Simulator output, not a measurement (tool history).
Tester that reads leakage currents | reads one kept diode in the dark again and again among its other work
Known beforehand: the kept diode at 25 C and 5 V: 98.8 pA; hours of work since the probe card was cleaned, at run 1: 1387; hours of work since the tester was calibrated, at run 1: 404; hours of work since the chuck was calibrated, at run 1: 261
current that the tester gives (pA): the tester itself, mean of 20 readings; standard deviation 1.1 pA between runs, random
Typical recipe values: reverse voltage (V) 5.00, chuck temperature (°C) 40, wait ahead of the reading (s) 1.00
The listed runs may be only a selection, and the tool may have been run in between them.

| run | hour | reverse voltage (V) | chuck temperature (°C) | wait ahead of the reading (s) | hours of work since the probe card was cleaned | hours of work since the tester was calibrated | hours of work since the chuck was calibrated | current that the tester gives (pA) |
|---|---|---|---|---|---|---|---|---|
| 1 | 0.0 | 5.00 | 40 | 1.00 | 1387 | 404 | 261 | 404.06 |
| 2 | 28.4 | 19.67 | 40 | 1.00 | 1401 | 419 | 276 | 856.84 |
| 3 | 48.1 | 19.67 | 40 | 1.00 | 1412 | 429 | 286 | 857.09 |
| 4 | 69.6 | 19.67 | 23 | 1.00 | 1423 | 440 | 297 | 228.86 |
| 5 | 108.8 | 19.67 | 23 | 1.00 | 1443 | 460 | 318 | 228.18 |
| 6 | 139.7 | 5.00 | 40 | 1.00 | 1460 | 477 | 334 | 411.91 |
| 7 | 178.7 | 5.00 | 40 | 1.00 | 1480 | 497 | 354 | 414.92 |
| 8 | 204.1 | 5.00 | 33 | 1.00 | 1493 | 510 | 367 | 231.04 |
| 9 | 241.5 | 5.00 | 40 | 1.00 | 1513 | 530 | 387 | 415.03 |
|  | 254.2 | probe card cleaned and baked |
| 10 | 282.6 | 1.69 | 40 | 1.00 | 15 | 550 | 407 | 228.73 |
| 11 | 314.2 | 1.69 | 40 | 1.00 | 31 | 566 | 423 | 229.50 |
| 12 | 340.6 | 5.00 | 40 | 2.90 | 45 | 580 | 437 | 403.78 |
| 13 | 367.3 | 5.00 | 40 | 2.90 | 59 | 594 | 451 | 406.88 |
| 14 | 407.2 | 5.00 | 40 | 0.86 | 80 | 615 | 472 | 405.44 |
| 15 | 427.1 | 5.00 | 40 | 0.86 | 90 | 625 | 482 | 409.41 |
| 16 | 447.4 | 5.00 | 40 | 0.86 | 101 | 636 | 493 | 408.99 |
| 17 | 480.8 | 5.00 | 40 | 0.86 | 118 | 653 | 510 | 412.72 |
| 18 | 499.9 | 5.00 | 40 | 1.00 | 128 | 663 | 520 | 412.37 |
| 19 | 533.7 | 5.00 | 40 | 1.00 | 146 | 681 | 538 | 414.53 |
| 20 | 576.5 | 5.00 | 40 | 1.00 | 168 | 703 | 560 | 416.09 |
| 21 | 607.0 | 4.34 | 27 | 1.08 | 184 | 719 | 576 | 124.29 |
| 22 | 636.3 | 1.07 | 31 | 1.99 | 200 | 734 | 592 | 85.47 |
| 23 | 654.6 | 1.54 | 40 | 0.41 | 209 | 744 | 601 | 225.84 |
| 24 | 682.8 | 1.54 | 40 | 0.41 | 224 | 759 | 616 | 226.61 |
| 25 | 710.1 | 1.83 | 40 | 1.00 | 238 | 773 | 630 | 247.47 |
| 26 | 741.5 | 5.00 | 20 | 5.10 | 255 | 789 | 647 | 70.98 |
| 27 | 776.7 | 4.04 | 20 | 5.10 | 273 | 808 | 665 | 63.48 |
| 28 | 800.3 | 4.04 | 20 | 5.10 | 285 | 820 | 677 | 63.82 |
| 29 | 842.7 | 5.00 | 40 | 0.97 | 307 | 842 | 700 | 423.96 |
| 30 | 873.3 | 3.53 | 40 | 4.97 | 323 | 858 | 715 | 354.32 |
| 31 | 893.7 | 3.53 | 40 | 4.97 | 334 | 869 | 726 | 354.95 |
| 32 | 926.9 | 7.94 | 40 | 0.40 | 351 | 886 | 743 | 554.01 |
| 33 | 955.1 | 5.00 | 36 | 0.36 | 366 | 901 | 758 | 309.43 |
| 34 | 986.4 | 5.00 | 36 | 0.36 | 382 | 917 | 775 | 311.93 |
| 35 | 1004.3 | 5.00 | 36 | 0.36 | 392 | 927 | 784 | 310.48 |
| 36 | 1037.2 | 1.20 | 25 | 0.36 | 409 | 944 | 801 | 55.85 |
| 37 | 1057.6 | 9.27 | 48 | 0.36 | 420 | 955 | 812 | 1159.32 |
| 38 | 1091.5 | 9.27 | 48 | 0.36 | 437 | 972 | 829 | 1166.28 |
| 39 | 1112.9 | 9.27 | 48 | 0.36 | 449 | 983 | 841 | 1166.11 |

Consider 3 possible next runs. They are alternatives, not a sequence: every one starts from the tool as it was left by run 39. What does each give?
| A | 1138.9 | 12.11 | 48 | 2.52 | 462 | 997 | 854 | ? |
| B | 1138.9 | 3.91 | 57 | 0.36 | 462 | 997 | 854 | ? |
| C | 1138.9 | 9.69 | 45 | 1.36 | 462 | 997 | 854 | ? |

| run | current that the tester gives (pA) |
|---|---|
| A | 1341.86 |
| B | 1498.41 |
| C | 935.24 |
With no hidden state in the tool, these same runs would have given:
| run | current that the tester gives (pA) |
|---|---|
| A | 1175.04 |
| B | 1327.76 |
| C | 816.40 |

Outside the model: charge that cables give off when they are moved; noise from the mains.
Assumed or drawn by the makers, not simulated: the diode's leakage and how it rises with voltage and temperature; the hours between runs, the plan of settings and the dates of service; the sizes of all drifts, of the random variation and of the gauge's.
